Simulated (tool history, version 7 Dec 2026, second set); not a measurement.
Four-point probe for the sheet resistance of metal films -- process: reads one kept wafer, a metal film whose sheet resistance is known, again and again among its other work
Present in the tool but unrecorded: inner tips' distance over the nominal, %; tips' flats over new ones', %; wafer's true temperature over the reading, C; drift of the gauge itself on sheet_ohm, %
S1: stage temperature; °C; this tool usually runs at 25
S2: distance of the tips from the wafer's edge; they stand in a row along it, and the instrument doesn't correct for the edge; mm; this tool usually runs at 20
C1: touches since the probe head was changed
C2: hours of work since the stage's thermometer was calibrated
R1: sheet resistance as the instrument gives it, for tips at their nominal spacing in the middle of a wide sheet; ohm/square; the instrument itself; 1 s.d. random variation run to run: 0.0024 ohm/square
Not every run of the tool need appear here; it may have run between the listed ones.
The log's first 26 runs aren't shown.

| run | day | S1 | S2 | C1 | C2 | R1 |
|---|---|---|---|---|---|---|
| 27 | 18.358 | 20 | 5 | 77101 | 96 | 12.376032 |
| 28 | 18.904 | 26 | 20 | 77684 | 105 | 12.047801 |
| 29 | 19.338 | 25 | 5 | 78148 | 112 | 12.413104 |
| 30 | 20.05 | 18 | 9 | 78909 | 123 | 12.078696 |
| 31 | 20.6 | 30 | 9 | 79502 | 132 | 12.177565 |
| 32 | 21.45 | 26 | 15 | 80411 | 145 | 12.065275 |
| 33 | 22.125 | 26 | 15 | 81133 | 156 | 12.062464 |
| 34 | 22.738 | 29 | 4 | 81788 | 165 | 12.656992 |
| 35 | 23.45 | 29 | 20 | 82553 | 177 | 12.064041 |
| 36 | 24.029 | 29 | 20 | 83170 | 186 | 12.062922 |
| 37 | 24.542 | 21 | 20 | 83721 | 194 | 11.995838 |
| 38 | 25.408 | 27 | 10 | 84647 | 208 | 12.126448 |

Each row is a separate what-if for the run after 38, all from the same tool condition, not one after another. Results?
| A | 25.996 | 30 | 20 | 85277 | 217 | ? |
| B | 25.996 | 25 | 6 | 85277 | 217 | ? |
| C | 25.996 | 27 | 57 | 85277 | 217 | ? |
| D | 25.996 | 26 | 13 | 85277 | 217 | ? |
| E | 25.996 | 27 | 12 | 85277 | 217 | ? |

| run | R1 |
|---|---|
| A | 12.066237 |
| B | 12.283039 |
| C | 12.017773 |
| D | 12.071931 |
| E | 12.091802 |
The same runs, with their run-to-run variation unchanged, on a tool lacking any hidden condition would have given:
| run | R1 |
|---|---|
| A | 12.159177 |
| B | 12.377492 |
| C | 12.110354 |
| D | 12.164896 |
| E | 12.184913 |
